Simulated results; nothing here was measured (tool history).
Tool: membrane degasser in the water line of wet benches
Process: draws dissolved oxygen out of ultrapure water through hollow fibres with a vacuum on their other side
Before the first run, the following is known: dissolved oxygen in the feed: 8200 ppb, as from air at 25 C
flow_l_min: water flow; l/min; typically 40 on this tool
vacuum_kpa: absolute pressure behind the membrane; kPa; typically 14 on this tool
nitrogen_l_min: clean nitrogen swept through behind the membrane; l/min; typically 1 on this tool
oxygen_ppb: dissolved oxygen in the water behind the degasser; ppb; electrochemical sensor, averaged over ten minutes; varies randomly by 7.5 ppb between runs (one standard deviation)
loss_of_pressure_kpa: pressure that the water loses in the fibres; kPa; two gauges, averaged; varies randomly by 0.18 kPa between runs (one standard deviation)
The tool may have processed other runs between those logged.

| run | hour | flow_l_min | vacuum_kpa | nitrogen_l_min | oxygen_ppb | loss_of_pressure_kpa |
|---|---|---|---|---|---|---|
| 1 | 0 | 40 | 14 | 1 | 1085 | 30.83 |
| 2 | 90.5 | 40 | 14 | 1 | 1100.5 | 30.9 |
| 3 | 220.4 | 40 | 14 | 1 | 1105.7 | 30.57 |
| 4 | 425.7 | 47 | 14 | 1 | 1287.4 | 36.06 |
| 5 | 631.8 | 40 | 14 | 1.05 | 1091.6 | 31.04 |
| 6 | 810.7 | 40 | 26.5 | 1 | 1822.6 | 30.87 |
| 7 | 962 | 40 | 14 | 1 | 1110.9 | 30.8 |
| 8 | 1103.2 | 40 | 14 | 1 | 1115.7 | 30.96 |
| 9 | 1248 | 40 | 14 | 0.92 | 1168.5 | 30.76 |
| 10 | 1406.5 | 43 | 18.7 | 1.37 | 1269.6 | 33.23 |
| 11 | 1519.3 | 43 | 18.7 | 1.37 | 1256.3 | 33.62 |
| 12 | 1710.7 | 43 | 14 | 0.64 | 1507.6 | 33.38 |
|  | 1773.4 | seals of the vacuum lines changed |
| 13 | 1903.2 | 32 | 13.2 | 0.93 | 889.1 | 24.79 |
| 14 | 2001.2 | 57 | 13.5 | 2.2 | 1112.3 | 44.88 |
| 15 | 2162.3 | 40 | 15.2 | 1.03 | 1199.4 | 31.35 |
| 16 | 2291.5 | 40 | 15.2 | 1.03 | 1172.3 | 31.18 |
| 17 | 2421 | 40 | 12.3 | 1.03 | 1008.9 | 31.39 |
| 18 | 2559.4 | 26 | 12.3 | 1.03 | 637.3 | 20.36 |

Consider 5 possible next runs. They are alternatives, not a sequence: every one starts from the tool as it was left by run 18. What does each give?
| A | 2654.8 | 26 | 26.5 | 1.03 | ? | ? |
| B | 2654.8 | 52 | 12.3 | 1.03 | ? | ? |
| C | 2654.8 | 36 | 14.1 | 1.06 | ? | ? |
| D | 2654.8 | 40 | 20.8 | 2.06 | ? | ? |
| E | 2654.8 | 30 | 14 | 0.5 | ? | ? |

| run | oxygen_ppb | loss_of_pressure_kpa |
|---|---|---|
| A | 1277.3 | 20.42 |
| B | 1313.4 | 40.84 |
| C | 997.9 | 28.13 |
| D | 1028.1 | 31.48 |
| E | 1268.5 | 23.75 |
Without the tool's hidden state the same runs would have given:
| run | oxygen_ppb | loss_of_pressure_kpa |
|---|---|---|
| A | 1230.8 | 19.66 |
| B | 1222.4 | 39.32 |
| C | 931.3 | 27.08 |
| D | 970.5 | 30.31 |
| E | 1195.8 | 22.87 |
